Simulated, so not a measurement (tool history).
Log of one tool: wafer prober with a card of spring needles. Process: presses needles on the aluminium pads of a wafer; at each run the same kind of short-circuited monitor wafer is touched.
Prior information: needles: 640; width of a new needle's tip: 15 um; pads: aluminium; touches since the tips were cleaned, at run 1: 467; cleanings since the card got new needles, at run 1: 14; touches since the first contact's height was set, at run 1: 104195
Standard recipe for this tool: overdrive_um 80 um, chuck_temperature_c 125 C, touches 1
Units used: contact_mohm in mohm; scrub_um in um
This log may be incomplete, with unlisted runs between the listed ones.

| run | day | overdrive_um | chuck_temperature_c | touches | touches since the tips were cleaned | cleanings since the card got new needles | touches since the first contact's height was set | contact_mohm | scrub_um |
|---|---|---|---|---|---|---|---|---|---|
| 1 | 0.000 | 80 | 125 | 1 | 467 | 14 | 104195 | 151 | 22.20 |
| 2 | 0.450 | 80 | 31 | 1 | 3233 | 14 | 106961 | 135 | 22.08 |
|  | 0.958 | tips cleaned on abrasive film |
| 3 | 0.975 | 78 | 125 | 1 | 109 | 15 | 110175 | 150 | 21.75 |
| 4 | 1.217 | 80 | 125 | 1 | 1582 | 15 | 111648 | 153 | 22.35 |
| 5 | 1.529 | 80 | 125 | 1 | 3506 | 15 | 113572 | 150 | 22.53 |
| 6 | 1.900 | 80 | 125 | 1 | 5775 | 15 | 115841 | 151 | 22.57 |
|  | 2.004 | tips cleaned on abrasive film |
| 7 | 2.242 | 80 | 125 | 1 | 1441 | 16 | 117915 | 152 | 22.78 |
| 8 | 2.504 | 80 | 125 | 1 | 3073 | 16 | 119547 | 152 | 22.61 |
| 9 | 2.725 | 80 | 125 | 1 | 4431 | 16 | 120905 | 150 | 22.52 |
|  | 3.025 | tips cleaned on abrasive film |
| 10 | 3.125 | 80 | 125 | 1 | 612 | 17 | 123338 | 150 | 22.35 |
| 11 | 3.367 | 80 | 29 | 1 | 2099 | 17 | 124825 | 138 | 22.74 |
| 12 | 3.633 | 80 | 25 | 1 | 3730 | 17 | 126456 | 134 | 22.68 |
| 13 | 4.021 | 80 | 25 | 1 | 6115 | 17 | 128841 | 135 | 22.72 |
|  | 4.075 | tips cleaned on abrasive film |
|  | 4.408 | gauge calibrated |
| 14 | 4.504 | 80 | 125 | 1 | 2645 | 18 | 131792 | 151 | 22.18 |
| 15 | 4.742 | 80 | 125 | 1 | 4089 | 18 | 133236 | 149 | 22.19 |
| 16 | 4.975 | 80 | 125 | 1 | 5534 | 18 | 134681 | 149 | 22.17 |
|  | 5.108 | tips cleaned on abrasive film |
| 17 | 5.488 | 80 | 125 | 1 | 2331 | 19 | 137803 | 153 | 22.43 |
| 18 | 6.017 | 94 | 125 | 1 | 5596 | 19 | 141068 | 149 | 26.55 |
|  | 6.133 | tips cleaned on abrasive film |
| 19 | 6.358 | 78 | 34 | 3 | 1399 | 20 | 143143 | 136 | 21.87 |
| 20 | 6.854 | 83 | 29 | 3 | 4449 | 20 | 146193 | 137 | 23.23 |
|  | 7.146 | tips cleaned on abrasive film |
|  | 7.233 | height of the first contact set anew |
| 21 | 7.267 | 64 | 49 | 2 | 666 | 21 | 221 | 143 | 18.01 |
| 22 | 7.754 | 98 | 49 | 3 | 3645 | 21 | 3200 | 136 | 27.78 |
|  | 8.183 | tips cleaned on abrasive film |
| 23 | 8.212 | 69 | 104 | 1 | 166 | 22 | 6001 | 149 | 19.56 |
| 24 | 8.442 | 69 | 104 | 1 | 1577 | 22 | 7412 | 147 | 19.55 |
| 25 | 8.704 | 82 | 44 | 1 | 3204 | 22 | 9039 | 139 | 23.36 |
|  | 9.200 | tips cleaned on abrasive film |
| 26 | 9.242 | 82 | 44 | 1 | 268 | 23 | 12313 | 137 | 23.40 |
| 27 | 9.542 | 80 | 125 | 1 | 2098 | 23 | 14143 | 151 | 22.75 |
| 28 | 9.775 | 92 | 91 | 1 | 3539 | 23 | 15584 | 144 | 26.31 |
| 29 | 10.017 | 77 | 44 | 2 | 5021 | 23 | 17066 | 141 | 22.04 |
|  | 10.212 | tips cleaned on abrasive film |
| 30 | 10.371 | 97 | 56 | 3 | 973 | 24 | 19226 | 137 | 28.02 |
| 31 | 10.754 | 62 | 125 | 1 | 3334 | 24 | 21587 | 153 | 17.87 |
|  | 11.204 | gauge calibrated |
| 32 | 11.208 | 95 | 125 | 1 | 6117 | 24 | 24370 | 148 | 26.44 |
|  | 11.242 | tips cleaned on abrasive film |
| 33 | 11.450 | 95 | 125 | 1 | 1263 | 25 | 25827 | 148 | 26.35 |
| 34 | 11.733 | 95 | 125 | 1 | 3021 | 25 | 27585 | 147 | 26.52 |

Alternative continuations, all from the tool just after run 34; predict every row:
| A | 12.108 | 99 | 78 | 2 | 5323 | 25 | 29887 | ? | ? |
| B | 12.108 | 87 | 125 | 2 | 5323 | 25 | 29887 | ? | ? |
| C | 12.108 | 80 | 57 | 1 | 5323 | 25 | 29887 | ? | ? |

| run | contact_mohm | scrub_um |
|---|---|---|
| A | 141 | 27.66 |
| B | 150 | 24.33 |
| C | 141 | 22.32 |
With no hidden state in the tool, these same runs would have given:
| run | contact_mohm | scrub_um |
|---|---|---|
| A | 141 | 27.51 |
| B | 150 | 24.20 |
| C | 141 | 22.20 |
